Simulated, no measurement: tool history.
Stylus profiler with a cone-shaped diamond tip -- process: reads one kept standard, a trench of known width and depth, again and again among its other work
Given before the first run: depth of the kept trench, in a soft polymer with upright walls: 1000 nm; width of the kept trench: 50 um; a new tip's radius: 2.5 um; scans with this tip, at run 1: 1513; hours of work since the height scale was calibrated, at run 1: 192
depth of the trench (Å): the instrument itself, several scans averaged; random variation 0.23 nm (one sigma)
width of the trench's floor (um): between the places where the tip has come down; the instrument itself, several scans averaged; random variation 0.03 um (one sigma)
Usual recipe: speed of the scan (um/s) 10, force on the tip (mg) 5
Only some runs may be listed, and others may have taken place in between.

run    hour  speed of the scan (um/s)  force on the tip (mg)  scans with this tip  hours of work since the height scale was calibrated  depth of the trench (Å)  width of the trench's floor (um)
  1       0                        10                      5                 1513                                                  192                  10117.8                             45.76
  2    33.4                        10                      5                 1629                                                  207                  10122.1                             45.77
  3   100.9                        10                   4.99                 1864                                                  237                  10118.3                              45.7
  4   134.9                        10                   4.99                 1982                                                  252                  10117.9                             45.63
  5   203.1                        10                   4.99                 2219                                                  282                  10123.1                             45.63
  6   258.4                        10                      5                 2410                                                  306                  10122.4                             45.62
  7   306.9                        24                      5                 2579                                                  328                  10122.1                              45.5
  8   364.7                        34                      5                 2780                                                  353                  10121.8                             45.51
  9   415.8                        34                      5                 2957                                                  376                  10125.4                             45.44
 10   463.3                        34                      5                 3122                                                  397                  10127.1                             45.39
 11   511.5                        34                      5                 3289                                                  418                  10127.3                             45.31
 12     578                        34                      5                 3520                                                  447                  10127.8                             45.37
 13   622.6                        34                      5                 3675                                                  467                  10127.3                             45.28
 14   677.5                        34                      5                 3866                                                  491                  10129.4                             45.24
 15   731.6                        34                      5                 4054                                                  515                  10131.4                             45.16
 16   762.7                        34                      5                 4162                                                  529                  10130.8                             45.24
 17   828.9                         3                      5                 4391                                                  558                  10130.6                             45.28
 18   897.4                        10                      5                 4629                                                  588                  10137.7                             45.23
 19   937.3                        10                      5                 4768                                                  606                  10139.4                             45.16
 20   986.6                        10                      5                 4939                                                  628                  10137.7                             45.14
 21  1032.9                        10                      5                 5100                                                  648                  10135.5                             45.14
 22  1081.2                        29                   9.94                 5267                                                  669                  10201.6                              45.1
 23    1141                        29                   9.94                 5475                                                  696                  10198.9                             45.03
 24    1173                         3                  11.85                 5586                                                  710                  10219.4                             45.07
 25    1221                         3                  11.85                 5753                                                  731                  10224.9                             45.07
 26    1289                         7                   4.46                 5989                                                  761                  10134.5                             45.02
 27  1318.4                         8                   11.9                 6091                                                  774                  10227.9                             45.01
 28  1382.9                         3                   8.49                 6315                                                  802                  10187.7                             44.96
 29  1430.5                         4                   7.13                 6480                                                  823                  10168.8                             44.97
 30  1464.1                        28                  14.92                 6597                                                  838                  10266.6                             44.88
 31  1532.7                         5                   2.65                 6835                                                  869                  10111.1                             44.85
 32  1573.3                         5                   2.65                 6976                                                  886                  10110.4                             44.84
 33  1634.5                        20                   2.51                 7189                                                  913                  10112.7                             44.75
 34  1675.6                         4                    3.7                 7331                                                  932                  10127.3                             44.83
 35    1725                        25                   8.52                 7503                                                  953                  10194.1                             44.76
 36  1788.8                        25                   8.52                 7724                                                  982                  10199.1                             44.68
 37  1848.5                        25                   8.52                 7932                                                 1008                  10196.8                             44.72
 38    1903                         2                   8.17                 8121                                                 1032                  10194.2                             44.76
 39  1944.9                         7                   2.89                 8266                                                 1050                  10120.8                             44.64
 40  1996.2                        20                   8.32                 8444                                                 1073                  10199.9                             44.63

How would selected steps in depth of the trench (Å) from run to run divide? Give the signed amount a tool lacking its hidden state would still show from settings, what came in and random variation, and the signed amount left for the hidden state, including any gauge scatter that is not in both of the compared results.
Hidden state present: radius of the tip, um; height scale over the true one, %; drift of the gauge itself on depth_nm, %; drift of the gauge itself on floor_um, %.
Run 2 -> 3: force on the tip (mg) 5 -> 4.99. depth of the trench (Å) -3.8: hidden state +1.4, all else -5.2.
Run 4 -> 5: settings left as they were, no log entry in between. depth of the trench (Å) +5.2: hidden state +1.5, all else +3.7.
Run 17 -> 18: speed of the scan (um/s) 3 -> 10. depth of the trench (Å) +7.1: hidden state +1.5, all else +5.6.
Run 26 -> 27: speed of the scan (um/s) 7 -> 8, force on the tip (mg) 4.46 -> 11.9. depth of the trench (Å) +93.4: hidden state +0.8, all else +92.6.
Run 29 -> 30: speed of the scan (um/s) 4 -> 28, force on the tip (mg) 7.13 -> 14.92. depth of the trench (Å) +97.8: hidden state +1.1, all else +96.7.
Run 30 -> 31: speed of the scan (um/s) 28 -> 5, force on the tip (mg) 14.92 -> 2.65. depth of the trench (Å) -155.5: hidden state +0.6, all else -156.1.

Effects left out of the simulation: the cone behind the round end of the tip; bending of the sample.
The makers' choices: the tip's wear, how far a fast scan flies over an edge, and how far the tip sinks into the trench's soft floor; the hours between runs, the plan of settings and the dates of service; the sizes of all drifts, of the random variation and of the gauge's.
